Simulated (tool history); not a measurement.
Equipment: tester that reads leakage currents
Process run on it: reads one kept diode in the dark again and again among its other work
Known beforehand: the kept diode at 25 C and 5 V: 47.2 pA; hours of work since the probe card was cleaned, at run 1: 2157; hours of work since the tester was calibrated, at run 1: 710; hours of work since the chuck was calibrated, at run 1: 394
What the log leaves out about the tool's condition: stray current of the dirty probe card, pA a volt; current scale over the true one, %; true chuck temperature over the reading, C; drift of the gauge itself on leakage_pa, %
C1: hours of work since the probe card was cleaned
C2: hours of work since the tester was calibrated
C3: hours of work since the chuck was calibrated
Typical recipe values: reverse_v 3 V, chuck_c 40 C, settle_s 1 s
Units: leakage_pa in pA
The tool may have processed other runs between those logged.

run 1 day=0 | reverse_v=3 chuck_c=40 settle_s=1 | C1=2157 C2=710 C3=394 | leakage_pa=135.31
run 2 day=1.562 | reverse_v=3 chuck_c=40 settle_s=1 | C1=2181 C2=734 C3=418 | leakage_pa=135.84
run 3 day=2.788 | reverse_v=3 chuck_c=40 settle_s=1 | C1=2199 C2=753 C3=437 | leakage_pa=136.56
run 4 day=3.875 | reverse_v=3 chuck_c=40 settle_s=1 | C1=2216 C2=769 C3=453 | leakage_pa=136.05
run 5 day=5 | reverse_v=3 chuck_c=40 settle_s=1 | C1=2233 C2=786 C3=470 | leakage_pa=137.14
run 6 day=5.796 | reverse_v=3 chuck_c=40 settle_s=1 | C1=2245 C2=798 C3=482 | leakage_pa=137.67
run 7 day=7.292 | reverse_v=3 chuck_c=40 settle_s=1 | C1=2268 C2=821 C3=505 | leakage_pa=137.3
run 8 day=8.9 | reverse_v=1.24 chuck_c=40 settle_s=1 | C1=2292 C2=846 C3=529 | leakage_pa=98.96
run 9 day=10.279 | reverse_v=3 chuck_c=40 settle_s=1 | C1=2313 C2=866 C3=550 | leakage_pa=138.82
run 10 day=11.533 | reverse_v=3 chuck_c=40 settle_s=8.97 | C1=2332 C2=886 C3=570 | leakage_pa=138.5
run 11 day=12.462 | reverse_v=4.89 chuck_c=49 settle_s=0.34 | C1=2346 C2=900 C3=584 | leakage_pa=306.18
run 12 day=13.992 | reverse_v=10.2 chuck_c=40 settle_s=2.33 | C1=2370 C2=923 C3=607 | leakage_pa=229.25
run 13 day=15.754 | reverse_v=10.2 chuck_c=40 settle_s=2.33 | C1=2396 C2=950 C3=634 | leakage_pa=229.9
run 14 day=17.467 | reverse_v=10.2 chuck_c=40 settle_s=2.33 | C1=2422 C2=976 C3=660 | leakage_pa=232.08
run 15 day=19.15 | reverse_v=10.2 chuck_c=40 settle_s=2.33 | C1=2448 C2=1001 C3=685 | leakage_pa=232.98
run 16 day=20.092 | reverse_v=10.2 chuck_c=40 settle_s=2.33 | C1=2462 C2=1016 C3=700 | leakage_pa=234.48
run 17 day=21.45 | reverse_v=10.2 chuck_c=40 settle_s=2.33 | C1=2483 C2=1036 C3=720 | leakage_pa=232.18
-- day=22.688 chuck's temperature calibrated
run 18 day=23.229 | reverse_v=10.2 chuck_c=40 settle_s=2.33 | C1=2509 C2=1062 C3=8 | leakage_pa=212.33
run 19 day=24.421 | reverse_v=10.2 chuck_c=27 settle_s=0.49 | C1=2527 C2=1080 C3=26 | leakage_pa=102.92

Here are 4 independent what-if runs from the current tool condition. What would each one return?
run A day=25.9 | reverse_v=11.5 chuck_c=58 settle_s=6.61 | C1=2549 C2=1103 C3=49 | leakage_pa=?
run B day=25.9 | reverse_v=2.19 chuck_c=27 settle_s=0.33 | C1=2549 C2=1103 C3=49 | leakage_pa=?
run C day=25.9 | reverse_v=1.95 chuck_c=26 settle_s=6.97 | C1=2549 C2=1103 C3=49 | leakage_pa=?
run D day=25.9 | reverse_v=13.79 chuck_c=29 settle_s=0.79 | C1=2549 C2=1103 C3=49 | leakage_pa=?

run=A leakage_pa=687.56
run=B leakage_pa=48.85
run=C leakage_pa=41.66
run=D leakage_pa=132.72
The same runs, with their run-to-run variation unchanged, on a tool lacking any hidden condition would have given:
run=A leakage_pa=657.53
run=B leakage_pa=43.36
run=C leakage_pa=36.74
run=D leakage_pa=98.75
